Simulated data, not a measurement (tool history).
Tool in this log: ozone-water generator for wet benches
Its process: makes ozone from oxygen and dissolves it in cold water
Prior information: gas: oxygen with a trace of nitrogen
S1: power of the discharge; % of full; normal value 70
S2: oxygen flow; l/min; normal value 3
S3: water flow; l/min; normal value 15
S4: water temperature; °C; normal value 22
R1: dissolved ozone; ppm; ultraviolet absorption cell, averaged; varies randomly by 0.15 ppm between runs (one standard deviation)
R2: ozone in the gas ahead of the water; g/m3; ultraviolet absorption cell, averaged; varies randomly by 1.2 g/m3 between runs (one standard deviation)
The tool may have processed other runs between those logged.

| run | hour | S1 | S2 | S3 | S4 | R1 | R2 |
|---|---|---|---|---|---|---|---|
| 1 | 0 | 70 | 3 | 15 | 22 | 19.3 | 219.4 |
| 2 | 23 | 70 | 3 | 15 | 20 | 20 | 218.1 |
| 3 | 45.3 | 70 | 3 | 15 | 20 | 19.5 | 218.7 |
| 4 | 80.8 | 70 | 1.98 | 15 | 20 | 19.4 | 278.1 |
| 5 | 99.6 | 70 | 1.98 | 15 | 20 | 19.4 | 282 |
| 6 | 142.1 | 70 | 1.98 | 15 | 20 | 19.6 | 282.1 |
| 7 | 166.9 | 70 | 1.98 | 15 | 20 | 19.5 | 277 |
| 8 | 187.6 | 70 | 1.98 | 15 | 20 | 19.5 | 279 |
| 9 | 224.8 | 70 | 1.98 | 15 | 20 | 19.3 | 283 |
| 10 | 247.2 | 70 | 1.98 | 15 | 20 | 19.6 | 282.9 |
| 11 | 277.3 | 70 | 1.98 | 15 | 20 | 19.7 | 282.1 |

Predict the results of run 12:
| 12 | 317.8 | 70 | 2.08 | 16 | 20 | ? | ? |

R1: 18.3 ppm
R2: 272.2 g/m3
If the tool had no hidden condition, the same run with the same run-to-run variation would have returned R1 18.3 ppm, R2 272.2 g/m3.

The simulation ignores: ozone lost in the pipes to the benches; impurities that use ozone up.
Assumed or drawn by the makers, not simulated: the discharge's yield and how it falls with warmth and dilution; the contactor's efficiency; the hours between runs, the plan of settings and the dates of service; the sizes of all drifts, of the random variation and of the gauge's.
